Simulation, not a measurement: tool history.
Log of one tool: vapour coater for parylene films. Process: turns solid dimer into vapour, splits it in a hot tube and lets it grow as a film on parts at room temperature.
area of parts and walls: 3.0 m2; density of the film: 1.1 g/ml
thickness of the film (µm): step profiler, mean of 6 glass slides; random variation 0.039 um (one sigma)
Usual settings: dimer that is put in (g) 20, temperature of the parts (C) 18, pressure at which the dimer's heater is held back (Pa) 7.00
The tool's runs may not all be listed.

run,hour,dimer that is put in (g),temperature of the parts (C),pressure at which the dimer's heater is held back (Pa),thickness of the film (µm)
1,0.0,20,18,7.00,4.03
2,10.5,20,21,7.00,3.65
3,26.6,20,21,7.00,3.66
4,45.0,20,21,7.00,3.66
5,68.8,20,21,7.00,3.74
6,89.6,20,18,7.00,3.95
7,101.5,20,18,7.00,3.96
8,113.6,12,18,7.00,2.39
9,124.0,12,18,7.00,2.41
10,141.5,20,18,7.00,3.96
11,165.3,20,18,7.00,3.99
12,179.8,20,30,7.00,2.94
13,199.5,20,30,7.00,2.84
14,222.6,20,30,7.00,2.93
15,242.1,30,13,7.81,6.53
16,261.0,22,19,5.62,4.30
17,285.2,22,25,11.59,3.32
18,308.9,20,17,10.97,3.72
19,333.6,12,17,2.72,2.77
20,350.2,19,11,3.16,4.98
21,361.4,19,11,3.16,5.13
22,373.8,19,11,3.16,5.02
23,397.4,20,12,8.25,4.40
24,411.9,17,14,5.19,3.78
25,422.1,17,14,5.19,3.88
26,433.5,17,14,5.19,3.81
# hour 449.1: trap's valve overhauled
27,462.6,25,14,5.19,6.10
28,478.6,12,14,5.19,2.95

Some steps in thickness of the film (µm) between neighbouring runs. How much of each would the tool show without its hidden state too (settings, what came in, random variation), and how much is left for the hidden state, with any gauge scatter that isn't in both results?
The hidden state here: vapour lost through the trap's worn valve, %; true temperature of the parts over the reading, C; drift of the gauge itself on film_um, %.
Run 14 -> 15: dimer that is put in (g) 20 -> 30, temperature of the parts (C) 30 -> 13, pressure at which the dimer's heater is held back (Pa) 7.00 -> 7.81. thickness of the film (µm) +3.60: hidden state -0.27, all else +3.87.
Run 26 -> 27: dimer that is put in (g) 17 -> 25, trap's valve overhauled. thickness of the film (µm) +2.29: hidden state +0.36, all else +1.93.
Run 27 -> 28: dimer that is put in (g) 25 -> 12. thickness of the film (µm) -3.15: hidden state +0.00, all else -3.15.
